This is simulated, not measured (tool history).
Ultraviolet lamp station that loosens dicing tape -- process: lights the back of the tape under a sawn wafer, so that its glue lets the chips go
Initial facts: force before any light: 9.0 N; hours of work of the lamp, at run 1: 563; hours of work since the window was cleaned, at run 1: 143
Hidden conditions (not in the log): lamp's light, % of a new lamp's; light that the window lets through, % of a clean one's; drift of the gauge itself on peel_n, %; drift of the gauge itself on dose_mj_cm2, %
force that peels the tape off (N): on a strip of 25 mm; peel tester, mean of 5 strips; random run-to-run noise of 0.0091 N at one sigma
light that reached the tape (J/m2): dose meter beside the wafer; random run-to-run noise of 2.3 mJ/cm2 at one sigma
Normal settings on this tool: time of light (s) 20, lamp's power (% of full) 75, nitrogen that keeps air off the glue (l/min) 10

run	hour	time of light (s)	lamp's power (% of full)	nitrogen that keeps air off the glue (l/min)	hours of work of the lamp	hours of work since the window was cleaned	force that peels the tape off (N)	light that reached the tape (J/m2)
1	0.0	20	75	10	563	143	0.691	1700
2	61.0	20	75	10	594	175	0.791	1690
3	109.9	20	75	10	620	200	0.798	1630
# hour 147.0: window cleaned of glue's vapour
4	168.8	20	75	10	650	11	0.933	1490
5	227.1	20	75	10	680	41	0.994	1430
6	274.4	20	75	10	705	66	1.075	1360
7	336.1	20	75	10	736	98	1.177	1320
8	385.8	20	75	10	762	124	1.265	1280
9	459.9	20	75	7	801	162	1.566	1240
# hour 478.0: window cleaned of glue's vapour, once more
10	501.6	20	75	10	822	12	0.756	1620
11	554.6	24	93	16	849	40	0.329	2360
12	607.0	24	93	16	876	67	0.355	2290
13	662.3	20	73	4	905	95	1.506	1430
14	709.3	36	93	8	929	120	0.283	3230
15	779.2	36	93	8	965	156	0.290	3100
16	859.4	36	93	8	1007	197	0.286	2970
# hour 898.0: window cleaned of glue's vapour
17	908.6	13	95	8	1032	6	1.521	1180
# hour 971.6: lamp changed
18	991.3	13	95	8	10	48	0.663	1860
19	1056.4	20	99	10	44	81	0.296	2910

Forecast each of these 5 alternatives for the next run:
A	1100.5	20	96	4	67	104	?	?
B	1100.5	21	66	12	67	104	?	?
C	1100.5	24	98	11	67	104	?	?
D	1100.5	28	99	16	67	104	?	?
E	1100.5	17	75	10	67	104	?	?

run	force that peels the tape off (N)	light that reached the tape (J/m2)
A	0.453	2730
B	0.486	2000
C	0.255	3360
D	0.241	3950
E	0.626	1830
Without the tool's unlogged condition, the same runs would have read:
run	force that peels the tape off (N)	light that reached the tape (J/m2)
A	0.377	3040
B	0.399	2230
C	0.242	3740
D	0.238	4390
E	0.509	2040
